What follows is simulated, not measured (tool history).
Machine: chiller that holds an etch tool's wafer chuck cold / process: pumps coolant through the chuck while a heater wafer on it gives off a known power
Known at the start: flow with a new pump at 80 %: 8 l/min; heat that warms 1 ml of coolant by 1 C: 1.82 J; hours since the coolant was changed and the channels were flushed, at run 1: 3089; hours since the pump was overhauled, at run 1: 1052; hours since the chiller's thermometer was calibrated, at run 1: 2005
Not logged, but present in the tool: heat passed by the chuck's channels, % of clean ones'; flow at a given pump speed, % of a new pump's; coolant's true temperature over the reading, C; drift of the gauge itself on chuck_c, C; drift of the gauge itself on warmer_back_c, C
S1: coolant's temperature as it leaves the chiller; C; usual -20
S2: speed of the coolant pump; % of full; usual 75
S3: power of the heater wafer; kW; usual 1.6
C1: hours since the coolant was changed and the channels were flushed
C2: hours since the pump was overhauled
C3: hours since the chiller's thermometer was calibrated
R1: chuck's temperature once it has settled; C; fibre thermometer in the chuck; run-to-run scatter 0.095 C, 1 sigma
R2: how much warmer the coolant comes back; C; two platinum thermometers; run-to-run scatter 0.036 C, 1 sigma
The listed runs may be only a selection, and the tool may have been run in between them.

Run 1, hour 0: usual settings; C1 3089; C2 1052; C3 2005. Result: R1 -7.87 C, R2 7.08 C.
Run 2, hour 19.8: usual settings; C1 3109; C2 1071; C3 2025. Result: R1 -7.93 C, R2 7.12 C.
Run 3, hour 41.8: usual settings; C1 3131; C2 1093; C3 2047. Result: R1 -8.11 C, R2 7.01 C.
Run 4, hour 63.8: usual settings; C1 3152; C2 1115; C3 2069. Result: R1 -7.91 C, R2 7.05 C.
Run 5, hour 87: usual settings; C1 3176; C2 1139; C3 2092. Result: R1 -7.99 C, R2 7.13 C.
Run 6, hour 113.5: usual settings but S3 0.964 kW; C1 3202; C2 1165; C3 2119. Result: R1 -12.75 C, R2 4.26 C.
Run 7, hour 147.6: usual settings; C1 3236; C2 1199; C3 2153. Result: R1 -7.84 C, R2 7.05 C.
Run 8, hour 183.4: usual settings; C1 3272; C2 1235; C3 2189. Result: R1 -7.95 C, R2 7.06 C.
Run 9, hour 215.2: usual settings; C1 3304; C2 1267; C3 2221. Result: R1 -7.87 C, R2 7.07 C.

Estimate the outcome of run 10 from the log above:
Run 10, hour 231.1: usual settings; C1 3320; C2 1283; C3 2236. Result: R1 ?, R2 ?.

{"run 10": {"R1": -7.96, "R2": 7.12}}
Without the tool's hidden state the same run would have given R1 -7.97 C, R2 7.12 C.

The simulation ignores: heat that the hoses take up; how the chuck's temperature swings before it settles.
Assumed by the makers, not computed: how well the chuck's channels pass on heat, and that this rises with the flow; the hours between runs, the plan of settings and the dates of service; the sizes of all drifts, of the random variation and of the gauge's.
